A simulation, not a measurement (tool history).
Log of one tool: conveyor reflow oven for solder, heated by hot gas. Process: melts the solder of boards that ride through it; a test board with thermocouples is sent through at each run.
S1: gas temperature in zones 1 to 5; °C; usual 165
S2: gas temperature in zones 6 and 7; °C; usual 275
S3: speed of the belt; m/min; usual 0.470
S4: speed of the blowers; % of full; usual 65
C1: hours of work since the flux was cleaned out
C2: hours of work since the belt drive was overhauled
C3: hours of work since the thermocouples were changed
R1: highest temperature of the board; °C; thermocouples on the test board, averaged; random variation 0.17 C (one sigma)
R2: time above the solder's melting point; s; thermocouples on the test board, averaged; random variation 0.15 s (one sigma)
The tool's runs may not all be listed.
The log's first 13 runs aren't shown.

run	day	S1	S2	S3	S4	C1	C2	C3	R1	R2
# day 11.604: flux residue cleaned out of gas plates and filters
14	12.383	165	275	0.470	65	12	534	112	257.9	77.9
15	13.458	165	275	0.470	65	29	551	129	257.8	77.5
16	14.629	165	271	0.473	65	48	570	148	253.5	73.6
17	15.325	165	277	0.473	83	59	581	159	261.6	81.4
18	16.575	165	277	0.473	83	79	601	179	261.5	81.0
19	17.942	165	276	0.443	83	100	622	200	262.3	87.6
# day 19.062: flux residue cleaned out of gas plates and filters, once more
20	19.108	156	276	0.520	83	1	637	215	258.0	67.8
21	19.917	156	276	0.520	83	13	650	228	257.9	67.5
22	21.308	174	288	0.555	63	35	672	250	265.3	73.3
23	22.538	163	264	0.486	57	55	691	269	246.2	63.1
24	23.742	165	266	0.527	50	74	710	288	243.6	54.7
25	25.117	165	266	0.527	50	96	732	310	243.9	54.2
26	25.908	165	266	0.527	50	108	744	323	243.6	54.6

Run 27 comes next. What will it give?
27	26.867	163	271	0.470	67	123	760	338	?	?

{"run 27": {"R1": 254.9, "R2": 75.5}}
Without the tool's hidden state the same run would have given R1 255.3 °C, R2 75.3 s.

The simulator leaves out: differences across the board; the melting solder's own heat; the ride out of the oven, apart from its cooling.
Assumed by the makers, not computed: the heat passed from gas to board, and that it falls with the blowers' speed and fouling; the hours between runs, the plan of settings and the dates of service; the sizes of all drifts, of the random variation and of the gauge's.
